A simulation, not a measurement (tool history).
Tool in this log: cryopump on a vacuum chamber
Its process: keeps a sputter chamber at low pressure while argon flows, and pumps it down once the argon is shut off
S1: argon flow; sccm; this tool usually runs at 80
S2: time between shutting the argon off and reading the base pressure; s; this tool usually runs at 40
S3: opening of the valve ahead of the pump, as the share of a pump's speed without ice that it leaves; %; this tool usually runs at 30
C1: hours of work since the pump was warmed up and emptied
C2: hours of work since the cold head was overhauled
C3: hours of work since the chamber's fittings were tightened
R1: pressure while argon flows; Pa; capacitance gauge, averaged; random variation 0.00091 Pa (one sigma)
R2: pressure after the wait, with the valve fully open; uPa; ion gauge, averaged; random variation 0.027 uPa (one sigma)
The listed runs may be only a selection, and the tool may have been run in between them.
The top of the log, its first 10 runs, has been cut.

run    hour   S1  S2  S3   C1    C2    C3      R1    R2
 11   669.3   84  40  30  158  2464  1274  0.2046  1.45
 12   741.3   80  40  30  200  2506  1316  0.1964  1.46
 13   790.9   80  40  30  229  2535  1345  0.1958  1.46
 14   840.2   80  40  30  257  2563  1374  0.1957  1.42
 15   917.1   80  40  30  302  2608  1418  0.1961  1.46
 16   970.4   80  40  30  333  2639  1449  0.1972  1.51
 17  1056.6   80  40  30  383  2689  1499  0.1992  1.50
 18  1116.9   80  40  19  418  2724  1534  0.3114  1.49
 19  1157.5   80  32  30  442  2748  1558  0.1987  1.79
 20  1225.8   80  32  30  481  2788  1598  0.2014  1.77
 21  1298.8  128  74  34  524  2830  1640  0.2827  0.99
 22  1355.9   32  41  42  557  2863  1673  0.0585  1.49
 23  1412.7   58  41  19  590  2896  1706  0.2249  1.48
 24  1490.9   86  41  19  636  2942  1752  0.3359  1.50
 25  1559.5   86  41  19  676  2982  1792  0.3371  1.56
 26  1633.5   42  44  29  719  3025  1835  0.1099  1.41
 27  1703.3   56  74  19  759  3065  1875  0.2194  1.08

For run 28, what comes out?
 28  1759.9  80  182  30  792  3098  1908   ?   ?

Run 28 gave R1 0.2052 Pa, R2 0.73 uPa.
With the hidden condition absent and the run-to-run variation left alone, this run would have shown R1 0.1907 Pa, R2 0.38 uPa.

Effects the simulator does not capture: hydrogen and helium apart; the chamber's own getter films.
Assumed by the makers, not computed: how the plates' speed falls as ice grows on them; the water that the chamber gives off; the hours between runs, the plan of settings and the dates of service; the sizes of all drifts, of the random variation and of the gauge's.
